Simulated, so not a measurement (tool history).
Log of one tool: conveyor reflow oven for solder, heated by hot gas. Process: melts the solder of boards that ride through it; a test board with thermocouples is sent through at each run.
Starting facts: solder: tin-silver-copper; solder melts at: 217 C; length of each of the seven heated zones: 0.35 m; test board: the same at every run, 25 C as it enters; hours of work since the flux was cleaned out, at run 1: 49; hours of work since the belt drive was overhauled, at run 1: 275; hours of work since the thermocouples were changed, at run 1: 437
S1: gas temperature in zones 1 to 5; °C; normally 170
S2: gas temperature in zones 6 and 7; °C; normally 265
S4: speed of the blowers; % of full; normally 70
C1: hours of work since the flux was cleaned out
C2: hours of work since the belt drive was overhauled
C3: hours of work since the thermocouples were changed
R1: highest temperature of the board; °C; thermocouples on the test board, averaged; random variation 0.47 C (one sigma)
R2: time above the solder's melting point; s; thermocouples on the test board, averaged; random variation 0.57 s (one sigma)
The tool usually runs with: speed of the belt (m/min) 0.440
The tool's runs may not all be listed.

run 1 hour=0.0 | S1=170 S2=265 speed_of_the_belt_(m/min)=0.440 S4=70 | C1=49 C2=275 C3=437 | R1=243.9 R2=60.6
run 2 hour=20.6 | S1=170 S2=265 speed_of_the_belt_(m/min)=0.440 S4=70 | C1=60 C2=287 C3=448 | R1=243.3 R2=60.2
run 3 hour=33.5 | S1=170 S2=268 speed_of_the_belt_(m/min)=0.440 S4=70 | C1=68 C2=294 C3=456 | R1=246.5 R2=62.8
run 4 hour=52.9 | S1=170 S2=265 speed_of_the_belt_(m/min)=0.440 S4=62 | C1=78 C2=304 C3=466 | R1=242.0 R2=56.7
run 5 hour=69.5 | S1=170 S2=265 speed_of_the_belt_(m/min)=0.440 S4=62 | C1=88 C2=314 C3=476 | R1=242.0 R2=56.9
run 6 hour=81.7 | S1=170 S2=265 speed_of_the_belt_(m/min)=0.440 S4=62 | C1=94 C2=321 C3=482 | R1=241.0 R2=56.1
run 7 hour=102.3 | S1=170 S2=265 speed_of_the_belt_(m/min)=0.426 S4=70 | C1=106 C2=332 C3=494 | R1=244.1 R2=64.7
run 8 hour=120.0 | S1=170 S2=265 speed_of_the_belt_(m/min)=0.426 S4=70 | C1=116 C2=342 C3=504 | R1=245.0 R2=64.5
run 9 hour=140.6 | S1=170 S2=265 speed_of_the_belt_(m/min)=0.426 S4=70 | C1=127 C2=353 C3=515 | R1=244.3 R2=63.5
run 10 hour=159.8 | S1=170 S2=265 speed_of_the_belt_(m/min)=0.426 S4=70 | C1=138 C2=364 C3=526 | R1=243.6 R2=62.9
run 11 hour=173.1 | S1=170 S2=265 speed_of_the_belt_(m/min)=0.426 S4=70 | C1=145 C2=371 C3=533 | R1=244.2 R2=63.0
run 12 hour=192.9 | S1=170 S2=265 speed_of_the_belt_(m/min)=0.426 S4=70 | C1=156 C2=382 C3=544 | R1=244.4 R2=64.0
run 13 hour=208.8 | S1=170 S2=265 speed_of_the_belt_(m/min)=0.426 S4=70 | C1=165 C2=391 C3=553 | R1=243.7 R2=64.0
run 14 hour=227.0 | S1=170 S2=265 speed_of_the_belt_(m/min)=0.473 S4=70 | C1=175 C2=401 C3=563 | R1=240.0 R2=51.8
run 15 hour=246.9 | S1=170 S2=265 speed_of_the_belt_(m/min)=0.473 S4=70 | C1=186 C2=412 C3=574 | R1=240.4 R2=51.1
run 16 hour=266.5 | S1=170 S2=265 speed_of_the_belt_(m/min)=0.440 S4=66 | C1=197 C2=423 C3=585 | R1=241.9 R2=57.6
run 17 hour=278.9 | S1=170 S2=265 speed_of_the_belt_(m/min)=0.440 S4=66 | C1=204 C2=430 C3=592 | R1=242.4 R2=58.7
run 18 hour=293.5 | S1=179 S2=278 speed_of_the_belt_(m/min)=0.440 S4=70 | C1=212 C2=438 C3=600 | R1=256.5 R2=76.1
run 19 hour=312.2 | S1=165 S2=273 speed_of_the_belt_(m/min)=0.440 S4=73 | C1=223 C2=449 C3=611 | R1=249.1 R2=63.6
run 20 hour=325.0 | S1=172 S2=273 speed_of_the_belt_(m/min)=0.525 S4=73 | C1=230 C2=456 C3=618 | R1=243.3 R2=47.8
run 21 hour=344.7 | S1=172 S2=273 speed_of_the_belt_(m/min)=0.421 S4=60 | C1=241 C2=467 C3=629 | R1=249.1 R2=69.8
run 22 hour=359.3 | S1=172 S2=277 speed_of_the_belt_(m/min)=0.440 S4=70 | C1=249 C2=475 C3=637 | R1=253.1 R2=70.7
run 23 hour=378.4 | S1=170 S2=272 speed_of_the_belt_(m/min)=0.440 S4=70 | C1=259 C2=486 C3=647 | R1=247.7 R2=65.7
run 24 hour=387.7 | S1=170 S2=272 speed_of_the_belt_(m/min)=0.440 S4=70 | C1=265 C2=491 C3=653 | R1=248.4 R2=66.3
run 25 hour=404.7 | S1=157 S2=265 speed_of_the_belt_(m/min)=0.440 S4=70 | C1=274 C2=500 C3=662 | R1=240.6 R2=50.7
run 26 hour=425.8 | S1=157 S2=265 speed_of_the_belt_(m/min)=0.440 S4=65 | C1=286 C2=512 C3=674 | R1=238.2 R2=46.6
run 27 hour=440.8 | S1=176 S2=268 speed_of_the_belt_(m/min)=0.440 S4=86 | C1=294 C2=520 C3=682 | R1=248.6 R2=70.5
run 28 hour=452.1 | S1=169 S2=265 speed_of_the_belt_(m/min)=0.440 S4=53 | C1=300 C2=526 C3=688 | R1=237.9 R2=49.4
run 29 hour=460.8 | S1=169 S2=265 speed_of_the_belt_(m/min)=0.440 S4=53 | C1=305 C2=531 C3=693 | R1=237.4 R2=49.1
run 30 hour=471.7 | S1=183 S2=255 speed_of_the_belt_(m/min)=0.427 S4=67 | C1=311 C2=537 C3=699 | R1=237.0 R2=60.8
run 31 hour=484.8 | S1=183 S2=255 speed_of_the_belt_(m/min)=0.427 S4=67 | C1=319 C2=545 C3=707 | R1=237.2 R2=61.2

Had the tool no unlogged condition, and each run kept its random variation, what would the results have been?
The hidden state here: heat that the gas passes to the board, % of a clean oven's; belt's true speed, % of the reading; true gas temperature in zones 6 and 7 over the reading, C; drift of the gauge itself on peak_c, C; drift of the gauge itself on liquid_s, %.
run=1 R1=246.1 R2=62.9
run=2 R1=245.7 R2=62.5
run=3 R1=248.9 R2=65.0
run=4 R1=244.4 R2=59.3
run=5 R1=244.5 R2=59.7
run=6 R1=243.5 R2=58.9
run=7 R1=246.7 R2=67.3
run=8 R1=247.7 R2=67.2
run=9 R1=247.1 R2=66.3
run=10 R1=246.5 R2=65.7
run=11 R1=247.1 R2=65.9
run=12 R1=247.4 R2=67.0
run=13 R1=246.7 R2=67.1
run=14 R1=243.1 R2=55.2
run=15 R1=243.5 R2=54.5
run=16 R1=245.1 R2=61.0
run=17 R1=245.6 R2=62.2
run=18 R1=259.8 R2=78.2
run=19 R1=252.7 R2=66.5
run=20 R1=246.8 R2=51.0
run=21 R1=252.5 R2=72.7
run=22 R1=256.8 R2=73.2
run=23 R1=251.4 R2=68.8
run=24 R1=252.2 R2=69.4
run=25 R1=244.5 R2=55.3
run=26 R1=242.0 R2=51.4
run=27 R1=252.6 R2=73.5
run=28 R1=241.5 R2=54.2
run=29 R1=241.0 R2=53.9
run=30 R1=240.6 R2=65.7
run=31 R1=240.9 R2=66.2

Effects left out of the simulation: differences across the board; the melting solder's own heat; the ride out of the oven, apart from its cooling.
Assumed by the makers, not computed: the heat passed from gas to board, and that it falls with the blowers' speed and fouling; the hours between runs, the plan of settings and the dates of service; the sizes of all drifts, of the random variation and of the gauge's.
